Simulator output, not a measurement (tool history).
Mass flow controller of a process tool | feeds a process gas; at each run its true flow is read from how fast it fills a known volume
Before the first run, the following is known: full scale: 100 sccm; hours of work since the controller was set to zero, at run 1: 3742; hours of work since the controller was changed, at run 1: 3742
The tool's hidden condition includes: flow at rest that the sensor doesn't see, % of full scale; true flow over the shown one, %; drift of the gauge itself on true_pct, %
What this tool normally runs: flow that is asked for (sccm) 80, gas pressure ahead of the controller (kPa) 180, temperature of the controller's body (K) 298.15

run    hour  flow that is asked for (sccm)  gas pressure ahead of the controller (kPa)  temperature of the controller's body (K)  hours of work since the controller was set to zero  hours of work since the controller was changed  true flow (%)
  1       0                             80                                         180                                    298.15                                                3742                                            3742          99.42
  2    86.2                             80                                         238                                    298.15                                                3799                                            3799          99.13
  3   241.5                             19                                         238                                    298.15                                                3901                                            3901          97.14
  4   399.4                             80                                         229                                    298.15                                                4004                                            4004          99.23
  5   558.9                             80                                         229                                    298.15                                                4109                                            4109          99.16
  6   662.5                             80                                         180                                    298.15                                                4177                                            4177          99.39
  7   820.1                             80                                         180                                    298.15                                                4280                                            4280          99.33
  8   919.6                             80                                         180                                    298.15                                                4346                                            4346          99.29
  9   992.5                             43                                         180                                    298.15                                                4393                                            4393          98.11
 10  1138.5                             43                                         180                                    298.15                                                4489                                            4489             98
 11  1271.1                             80                                         177                                    298.15                                                4576                                            4576           99.3
 12  1385.1                             80                                         180                                    298.15                                                4651                                            4651          99.46
 13    1515                             80                                         180                                    298.15                                                4736                                            4736          99.32
 14  1584.1                             80                                         180                                    298.15                                                4781                                            4781          99.46
 15  1729.5                             80                                         180                                    298.15                                                4877                                            4877          99.39
 16  1827.3                             80                                         180                                    298.15                                                4941                                            4941          99.42
 17  1899.4                             80                                         180                                    298.15                                                4988                                            4988           99.4
 18  1989.9                             80                                         180                                    298.15                                                5047                                            5047          99.41
 19  2077.6                             80                                         140                                    298.15                                                5105                                            5105          99.39
 20    2178                             80                                         140                                    298.15                                                5171                                            5171          99.46
 21  2342.8                             80                                         140                                    298.15                                                5279                                            5279          99.44
 22  2427.6                             80                                         140                                    298.15                                                5335                                            5335          99.45
 23  2564.6                             80                                         140                                    298.15                                                5424                                            5424          99.43
 24  2726.3                             80                                         140                                    298.15                                                5530                                            5530          99.47
 25  2849.7                             34                                         163                                    309.15                                                5611                                            5611          97.61
 26  2942.8                             34                                         163                                    309.15                                                5672                                            5672          97.48
 27  3026.4                             34                                         248                                    309.15                                                5727                                            5727          97.25
 28  3162.9                             36                                         250                                    309.15                                                5817                                            5817          97.53
 29  3308.2                             36                                         250                                    309.15                                                5912                                            5912          97.48
 30  3448.7                             72                                         234                                    303.15                                                6004                                            6004          98.76
 31    3539                             72                                         234                                    296.15                                                6063                                            6063          99.01
 32  3651.9                             58                                         181                                    307.15                                                6137                                            6137          98.48
 33  3789.2                             58                                         181                                    307.15                                                6228                                            6228          98.44
 34  3893.8                             63                                         234                                    307.15                                                6296                                            6296          98.44
 35  4032.7                             80                                         235                                    301.15                                                6387                                            6387          99.18
 36    4154                             80                                         256                                    301.15                                                6467                                            6467          99.09
 37  4252.6                             80                                         256                                    301.15                                                6531                                            6531           99.1
 38  4399.1                             80                                         256                                    301.15                                                6627                                            6627             99
 39    4494                             12                                         180                                    298.15                                                6690                                            6690          96.87
 40    4626                             45                                         150                                    307.15                                                6776                                            6776          98.05
 41  4780.1                             45                                         150                                    307.15                                                6877                                            6877          98.03
 42  4937.2                             14                                         150                                    307.15                                                6980                                            6980          96.91
 43  5076.7                             47                                         216                                    307.15                                                7072                                            7072          97.97
 44  5188.6                             47                                         216                                    307.15                                                7145                                            7145          97.91
     5236.5  -- controller exchanged for a calibrated one
 45  5321.6                             87                                         186                                    295.15                                                  56                                              56          99.71
 46  5398.1                             87                                         186                                    295.15                                                 106                                             106          99.71
 47  5529.5                             80                                         180                                    311.15                                                 192                                             192          99.08
 48  5686.6                             80                                         180                                    311.15                                                 295                                             295          99.03

Across each entry between runs, compare the hidden state at the last listed run before it with the hidden state at the first listed run after it:
After run 44, before run 45: controller exchanged for a calibrated one (hour 5236.5)
  flow at rest that the sensor doesn't see, % of full scale: -0.008 -> 0; true flow over the shown one, %: 0.02 -> 0
